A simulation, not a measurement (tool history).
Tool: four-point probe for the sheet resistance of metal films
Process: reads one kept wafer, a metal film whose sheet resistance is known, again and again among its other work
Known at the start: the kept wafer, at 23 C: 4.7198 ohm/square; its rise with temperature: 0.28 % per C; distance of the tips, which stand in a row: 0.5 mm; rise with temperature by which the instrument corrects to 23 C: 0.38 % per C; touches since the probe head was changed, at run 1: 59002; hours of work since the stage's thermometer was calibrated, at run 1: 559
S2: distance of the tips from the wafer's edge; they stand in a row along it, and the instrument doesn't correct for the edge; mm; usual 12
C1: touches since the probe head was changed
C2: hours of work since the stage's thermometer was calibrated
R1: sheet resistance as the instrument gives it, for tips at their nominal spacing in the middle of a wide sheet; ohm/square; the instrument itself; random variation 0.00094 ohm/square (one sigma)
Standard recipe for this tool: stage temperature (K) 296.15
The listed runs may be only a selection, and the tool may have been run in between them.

{"run": 1, "hour": 0.0, "stage temperature (K)": 296.15, "S2": 12, "C1": 59002, "C2": 559, "R1": 4.709069}
{"run": 2, "hour": 15.1, "stage temperature (K)": 296.15, "S2": 12, "C1": 59633, "C2": 569, "R1": 4.707752}
{"run": 3, "hour": 28.0, "stage temperature (K)": 296.15, "S2": 12, "C1": 60174, "C2": 578, "R1": 4.705986}
{"run": 4, "hour": 41.3, "stage temperature (K)": 296.15, "S2": 12, "C1": 60732, "C2": 587, "R1": 4.70834}
{"run": 5, "hour": 61.8, "stage temperature (K)": 296.15, "S2": 12, "C1": 61587, "C2": 600, "R1": 4.706682}
{"run": 6, "hour": 71.2, "stage temperature (K)": 296.15, "S2": 12, "C1": 61981, "C2": 607, "R1": 4.706286}
{"run": 7, "hour": 92.6, "stage temperature (K)": 296.15, "S2": 12, "C1": 62876, "C2": 621, "R1": 4.704159}
{"run": 8, "hour": 106.5, "stage temperature (K)": 296.15, "S2": 12, "C1": 63459, "C2": 630, "R1": 4.705504}
{"run": 9, "hour": 117.8, "stage temperature (K)": 296.15, "S2": 12, "C1": 63930, "C2": 638, "R1": 4.705205}
{"run": 10, "hour": 129.0, "stage temperature (K)": 296.15, "S2": 12, "C1": 64398, "C2": 645, "R1": 4.705673}
{"run": 11, "hour": 149.5, "stage temperature (K)": 296.15, "S2": 12, "C1": 65256, "C2": 659, "R1": 4.705276}
{"hour": 151.2, "done": "stage's thermometer calibrated"}
{"run": 12, "hour": 168.3, "stage temperature (K)": 296.15, "S2": 12, "C1": 66024, "C2": 11, "R1": 4.703399}
{"run": 13, "hour": 178.5, "stage temperature (K)": 296.15, "S2": 12, "C1": 66452, "C2": 18, "R1": 4.704221}
{"run": 14, "hour": 194.0, "stage temperature (K)": 307.15, "S2": 31, "C1": 67100, "C2": 29, "R1": 4.653535}
{"hour": 197.7, "done": "stage's thermometer calibrated, once more"}
{"run": 15, "hour": 209.1, "stage temperature (K)": 293.15, "S2": 31, "C1": 67711, "C2": 8, "R1": 4.714051}
{"run": 16, "hour": 225.8, "stage temperature (K)": 293.15, "S2": 31, "C1": 68409, "C2": 19, "R1": 4.713038}
{"run": 17, "hour": 245.1, "stage temperature (K)": 293.15, "S2": 31, "C1": 69218, "C2": 32, "R1": 4.712183}
{"run": 18, "hour": 256.7, "stage temperature (K)": 293.15, "S2": 31, "C1": 69703, "C2": 39, "R1": 4.714142}
{"run": 19, "hour": 276.1, "stage temperature (K)": 296.15, "S2": 32, "C1": 70513, "C2": 52, "R1": 4.698736}
{"run": 20, "hour": 289.0, "stage temperature (K)": 296.15, "S2": 32, "C1": 71053, "C2": 61, "R1": 4.699263}
{"run": 21, "hour": 299.3, "stage temperature (K)": 296.15, "S2": 17, "C1": 71483, "C2": 68, "R1": 4.70116}
{"run": 22, "hour": 312.2, "stage temperature (K)": 293.15, "S2": 11, "C1": 72023, "C2": 76, "R1": 4.718213}
{"run": 23, "hour": 327.0, "stage temperature (K)": 301.15, "S2": 33, "C1": 72645, "C2": 86, "R1": 4.67761}
{"run": 24, "hour": 348.6, "stage temperature (K)": 297.15, "S2": 7, "C1": 73549, "C2": 100, "R1": 4.706582}
{"run": 25, "hour": 369.8, "stage temperature (K)": 294.15, "S2": 8, "C1": 74437, "C2": 115, "R1": 4.716391}

Describe how what the log doesn't record of the tool's condition differs between the last listed run preceding each entry between runs and the first listed run following it.
Between runs 11 and 12: stage's thermometer calibrated (hour 151.2)
  inner tips' distance over the nominal, %: -0.358 -> -0.364; tips' flats over new ones', %: 66 -> 67; wafer's true temperature over the reading, C: -0.1 -> -0.14
  the result without the hidden state subtracted from the measured one, R1: -0.019616 -> -0.020456 ohm/square
Between runs 14 and 15: stage's thermometer calibrated, once more (hour 197.7)
  inner tips' distance over the nominal, %: -0.373 -> -0.379; tips' flats over new ones', %: 68 -> 69; wafer's true temperature over the reading, C: -0.14 -> -0.02
  the result without the hidden state subtracted from the measured one, R1: -0.020679 -> -0.019698 ohm/square
